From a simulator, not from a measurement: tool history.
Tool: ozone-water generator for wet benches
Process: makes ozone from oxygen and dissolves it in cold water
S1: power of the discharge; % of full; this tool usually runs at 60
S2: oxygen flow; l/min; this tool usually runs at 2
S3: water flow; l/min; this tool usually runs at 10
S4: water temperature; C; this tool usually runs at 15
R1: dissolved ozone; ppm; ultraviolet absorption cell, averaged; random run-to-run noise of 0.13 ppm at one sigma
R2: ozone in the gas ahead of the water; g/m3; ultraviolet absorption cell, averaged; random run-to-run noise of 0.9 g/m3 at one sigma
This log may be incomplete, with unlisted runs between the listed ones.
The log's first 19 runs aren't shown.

| run | hour | S1 | S2 | S3 | S4 | R1 | R2 |
|---|---|---|---|---|---|---|---|
| 20 | 1165.9 | 73 | 2.39 | 11 | 17 | 13.2 | 157.9 |
| 21 | 1210.1 | 93 | 2 | 10 | 10 | 18.1 | 206.2 |
| 22 | 1300 | 93 | 2 | 10 | 10 | 18 | 203.6 |
| 23 | 1382.5 | 57 | 1.87 | 7 | 8 | 16.7 | 145.6 |
| 24 | 1468.4 | 57 | 1.87 | 7 | 8 | 16.5 | 143.7 |
| 25 | 1513.5 | 57 | 1.87 | 7 | 8 | 16.5 | 143.9 |
| 26 | 1574.7 | 59 | 2 | 10 | 15 | 11.6 | 143.5 |
| 27 | 1648.8 | 59 | 2 | 10 | 15 | 11.7 | 142.9 |
| 28 | 1690.5 | 92 | 3.52 | 6 | 15 | 24.8 | 157 |
| 29 | 1749.5 | 68 | 3.12 | 14 | 9 | 11.7 | 130.6 |
| 30 | 1824.8 | 52 | 2 | 10 | 9 | 11.4 | 130.1 |
| 31 | 1906.1 | 52 | 2 | 10 | 9 | 11.2 | 129.3 |
| 32 | 1979.3 | 60 | 2 | 8 | 15 | 14.3 | 143.7 |
| 33 | 2066.9 | 60 | 2 | 8 | 15 | 14 | 144.5 |

Consider 3 possible next runs. They are alternatives, not a sequence: every one starts from the tool as it was left by run 33. What does each give?
| A | 2130.9 | 85 | 2.11 | 8 | 19 | ? | ? |
| B | 2130.9 | 97 | 2 | 10 | 15 | ? | ? |
| C | 2130.9 | 69 | 2 | 8 | 15 | ? | ? |

| run | R1 | R2 |
|---|---|---|
| A | 17.6 | 181.8 |
| B | 16.9 | 208 |
| C | 15.9 | 160.2 |
Without the tool's hidden state the same runs would have given:
| run | R1 | R2 |
|---|---|---|
| A | 19 | 192.2 |
| B | 18.4 | 220.8 |
| C | 17 | 167.9 |
